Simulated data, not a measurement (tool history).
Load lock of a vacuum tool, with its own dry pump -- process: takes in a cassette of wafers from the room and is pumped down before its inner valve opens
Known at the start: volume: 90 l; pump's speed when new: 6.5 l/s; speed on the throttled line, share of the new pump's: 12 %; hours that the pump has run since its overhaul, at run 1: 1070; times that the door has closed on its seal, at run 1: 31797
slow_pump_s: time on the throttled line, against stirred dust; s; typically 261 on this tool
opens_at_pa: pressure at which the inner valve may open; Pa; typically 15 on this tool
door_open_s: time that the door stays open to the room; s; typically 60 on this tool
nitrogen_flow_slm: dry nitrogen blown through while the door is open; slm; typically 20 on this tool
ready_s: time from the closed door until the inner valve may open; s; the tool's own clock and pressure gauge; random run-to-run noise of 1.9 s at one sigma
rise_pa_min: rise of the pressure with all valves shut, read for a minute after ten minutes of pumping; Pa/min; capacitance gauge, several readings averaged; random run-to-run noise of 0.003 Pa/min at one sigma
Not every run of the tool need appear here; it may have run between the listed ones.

run      day  slow_pump_s  opens_at_pa  door_open_s  nitrogen_flow_slm  hours that the pump has run since its overhaul  times that the door has closed on its seal  incoming humidity of the room's air, %  ready_s  rise_pa_min
  1        0          261           15           60                 20                                            1070                                       31797                                    44.4    355.4        0.294
  2    1.942          287           15           60                 20                                            1116                                       32007                                    46.2    379.2        0.293
  3    5.258          261           15           60                 20                                            1196                                       32366                                    41.8    356.7        0.299
  4    9.217          261           15           60                 20                                            1291                                       32794                                    43.1    352.9        0.301
  5   10.929          261           15           60                 20                                            1332                                       32979                                    45.2    358.2        0.304
  6   13.171          261           15           60                  4                                            1386                                       33221                                    41.8    352.3        0.326
  7    15.65          261           15           60                  4                                            1445                                       33490                                    43.5    356.2        0.333
  8   18.758          261           15           60                  4                                            1520                                       33826                                    43.5    353.9        0.339
  9   21.104          261           15           26                 20                                            1576                                       34079                                    47.4    354.2        0.313
 10   25.304          261           15           26                 20                                            1677                                       34534                                      46    352.2        0.323
 11   29.088          261           18           60                 20                                            1768                                       34943                                    48.6    351.3        0.333
 12   31.133          261           12           60                 20                                            1817                                       35164                                      50    359.3        0.343
 13   33.929          261           15           60                 20                                            1884                                       35467                                    43.1    351.4        0.338
 14   37.238          261           15           60                 20                                            1964                                       35825                                    43.3    355.9        0.351
 15   39.612          261           15           60                 20                                            2021                                       36081                                    47.8    356.9        0.344
 16   43.679          261           15           48                 20                                            2118                                       36522                                    39.5      355         0.35
 17   46.992          261           15          153                 20                                            2198                                       36880                                      43    352.2        0.367
 18   50.967          261           15          153                 20                                            2293                                       37309                                    42.9    355.3        0.367
 19    54.65          261           12          136                 20                                            2381                                       37708                                      46      361        0.379
 20   58.875          174           13          136                 20                                            2483                                       38165                                    47.6    280.9        0.389
 21   61.229          174           13          136                 20                                            2539                                       38420                                    44.5    281.2        0.387
 22   63.446          175           18           68                  7                                            2593                                       38660                                    44.9    277.6          0.4
 23   66.808          472           13           91                  8                                            2673                                       39023                                    44.2      545        0.408
 24   70.142          261           10           60                 32                                            2753                                       39384                                    47.6      363        0.382
 25   73.704          136           15          227                  9                                            2839                                       39769                                    46.1    245.1        0.433
 26   76.425          261           15           47                 20                                            2904                                       40063                                    44.1    359.7          0.4
 27   79.171          308           22          112                 43                                            2970                                       40360                                    45.7    396.5        0.415
 28   82.246          467           15           60                 20                                            3044                                       40693                                    46.1    537.5        0.422
 29   85.088          467           15           60                 20                                            3112                                       41000                                    47.5    539.3        0.414
 30   86.904          311           13           71                  9                                            3156                                       41197                                    44.9    404.3        0.436
 31   90.442          261           15           60                 23                                            3241                                       41579                                    45.8    358.8        0.416
 32   94.358          261           15           27                 23                                            3335                                       42003                                    44.9    357.1        0.434
 33   98.538          218           14           60                 20                                            3435                                       42455                                    43.5    320.2        0.453
 34  102.221          218           14           60                 20                                            3523                                       42853                                    48.1    317.5         0.46
 35  104.412          218           14           60                 20                                            3576                                       43090                                    44.1    319.8        0.457

A few steps of ready_s between consecutive runs. Split each: what settings, incoming material and random variation would produce without the hidden state, and what is left over for the hidden state, along with gauge scatter present in only one of the two compared results (measured, and without hidden state):
Unlogged tool condition in this case: pump's speed, % of a new pump's; leak at the door's seal, Pa l/s; drift of the gauge itself on ready_s, %; drift of the gauge itself on rise_pa_min, %.
Run 22 -> 23: slow_pump_s 175 -> 472, opens_at_pa 18 -> 13, door_open_s 68 -> 91, nitrogen_flow_slm 7 -> 8. ready_s +267.4 s: hidden state -0.8, all else +268.2.
Run 23 -> 24: slow_pump_s 472 -> 261, opens_at_pa 13 -> 10, door_open_s 91 -> 60, nitrogen_flow_slm 8 -> 32. ready_s -182 s: hidden state +1, all else -183.
Run 27 -> 28: slow_pump_s 308 -> 467, opens_at_pa 22 -> 15, door_open_s 112 -> 60, nitrogen_flow_slm 43 -> 20. ready_s +141 s: hidden state -0.4, all else +141.4.
Run 29 -> 30: slow_pump_s 467 -> 311, opens_at_pa 15 -> 13, door_open_s 60 -> 71, nitrogen_flow_slm 20 -> 9. ready_s -135 s: hidden state +1.1, all else -136.1.
